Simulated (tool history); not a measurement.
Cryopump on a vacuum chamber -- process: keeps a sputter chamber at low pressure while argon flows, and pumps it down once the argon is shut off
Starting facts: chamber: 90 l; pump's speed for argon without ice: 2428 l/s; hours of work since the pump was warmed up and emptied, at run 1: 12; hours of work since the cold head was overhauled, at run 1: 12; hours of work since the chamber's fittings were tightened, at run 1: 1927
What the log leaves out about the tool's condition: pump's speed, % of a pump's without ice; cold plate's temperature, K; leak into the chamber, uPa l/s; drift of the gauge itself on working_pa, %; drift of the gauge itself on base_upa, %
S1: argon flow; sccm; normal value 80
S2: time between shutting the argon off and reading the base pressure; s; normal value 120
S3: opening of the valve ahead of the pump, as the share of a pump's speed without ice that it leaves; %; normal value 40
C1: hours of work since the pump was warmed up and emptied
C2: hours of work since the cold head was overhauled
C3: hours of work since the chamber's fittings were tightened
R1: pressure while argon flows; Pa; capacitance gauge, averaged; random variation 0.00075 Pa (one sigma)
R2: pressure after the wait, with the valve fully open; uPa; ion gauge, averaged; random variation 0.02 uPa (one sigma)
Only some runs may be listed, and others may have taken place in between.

run,hour,S1,S2,S3,C1,C2,C3,R1,R2
1,0,80,120,40,12,12,1927,0.1382,0.42
2,48.9,80,120,40,38,38,1952,0.1398,0.49
3,121.4,80,120,40,75,75,1990,0.1411,0.43
4,182.6,80,120,33,107,107,2021,0.1714,0.47
5,216.2,80,120,40,124,124,2039,0.1422,0.5
6,294.1,80,120,40,165,165,2079,0.1445,0.5
7,355.8,48,120,40,196,196,2111,0.0866,0.49
8,432.1,48,120,40,236,236,2151,0.0877,0.5
9,495.7,48,120,40,269,269,2183,0.088,0.53
10,560.4,48,120,40,302,302,2217,0.0885,0.51
11,623.6,48,120,40,335,335,2250,0.0886,0.52
12,699.5,48,120,40,374,374,2289,0.0888,0.55
13,734.8,54,120,19,393,393,2307,0.2059,0.59
14,776.1,90,284,40,414,414,2329,0.1701,0.48
15,809,90,284,40,431,431,2346,0.1693,0.52
16,851.9,90,284,40,453,453,2368,0.1698,0.51
17,899.8,41,43,40,478,478,2393,0.0777,0.75
18,942.7,110,142,25,500,500,2415,0.3259,0.57
19,1015.7,80,222,19,538,538,2453,0.309,0.56
20,1072.3,80,101,40,567,567,2482,0.1558,0.65
21,1150.5,78,120,40,608,608,2522,0.1522,0.64
22,1184.4,49,28,16,625,625,2540,0.2241,1.01

What if the next run were any one of these 3? Each begins from the tool's condition after run 22:
A,1257.1,34,23,15,663,663,2578,?,?
B,1257.1,49,57,16,663,663,2578,?,?
C,1257.1,39,212,59,663,663,2578,?,?

run,R1,R2
A,0.1666,1.12
B,0.225,0.81
C,0.0558,0.58
What these runs would have given with no unlogged condition in the tool:
run,R1,R2
A,0.1584,0.7
B,0.2132,0.38
C,0.0465,0.17
